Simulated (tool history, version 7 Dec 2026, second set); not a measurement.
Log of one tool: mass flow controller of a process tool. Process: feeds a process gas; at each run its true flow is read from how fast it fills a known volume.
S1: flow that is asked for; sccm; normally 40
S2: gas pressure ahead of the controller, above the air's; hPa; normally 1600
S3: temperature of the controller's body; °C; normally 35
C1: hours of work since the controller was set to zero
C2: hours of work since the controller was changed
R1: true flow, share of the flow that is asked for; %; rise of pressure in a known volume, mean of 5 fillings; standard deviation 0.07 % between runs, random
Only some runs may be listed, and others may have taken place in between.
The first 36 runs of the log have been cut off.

| run | hour | S1 | S2 | S3 | C1 | C2 | R1 |
|---|---|---|---|---|---|---|---|
| 37 | 6126.4 | 40 | 1600 | 21 | 4003 | 4003 | 98.05 |
| 38 | 6376.5 | 6 | 2490 | 30 | 4081 | 4081 | 96.77 |
| 39 | 6508.2 | 6 | 2490 | 30 | 4122 | 4122 | 96.82 |
| 40 | 6700.3 | 6 | 2490 | 30 | 4181 | 4181 | 96.5 |
| 41 | 6802.3 | 40 | 1480 | 35 | 4213 | 4213 | 96.52 |
| 42 | 6994.7 | 40 | 1600 | 26 | 4272 | 4272 | 96.94 |
| 43 | 7110.3 | 40 | 1600 | 26 | 4308 | 4308 | 96.94 |
| 44 | 7215 | 40 | 1600 | 26 | 4341 | 4341 | 96.93 |
| 45 | 7450.9 | 40 | 1600 | 26 | 4414 | 4414 | 96.77 |

Below are 5 alternative next runs, each starting from the tool's condition after run 45. Predict each:
| A | 7684.5 | 44 | 1600 | 26 | 4486 | 4486 | ? |
| B | 7684.5 | 40 | 1780 | 26 | 4486 | 4486 | ? |
| C | 7684.5 | 42 | 1600 | 39 | 4486 | 4486 | ? |
| D | 7684.5 | 40 | 2090 | 36 | 4486 | 4486 | ? |
| E | 7684.5 | 40 | 1610 | 26 | 4486 | 4486 | ? |

| run | R1 |
|---|---|
| A | 96.61 |
| B | 96.71 |
| C | 95.78 |
| D | 96.09 |
| E | 96.54 |
Had the tool no hidden state, the same runs would have come out as:
| run | R1 |
|---|---|
| A | 99.6 |
| B | 99.7 |
| C | 98.74 |
| D | 99.05 |
| E | 99.52 |

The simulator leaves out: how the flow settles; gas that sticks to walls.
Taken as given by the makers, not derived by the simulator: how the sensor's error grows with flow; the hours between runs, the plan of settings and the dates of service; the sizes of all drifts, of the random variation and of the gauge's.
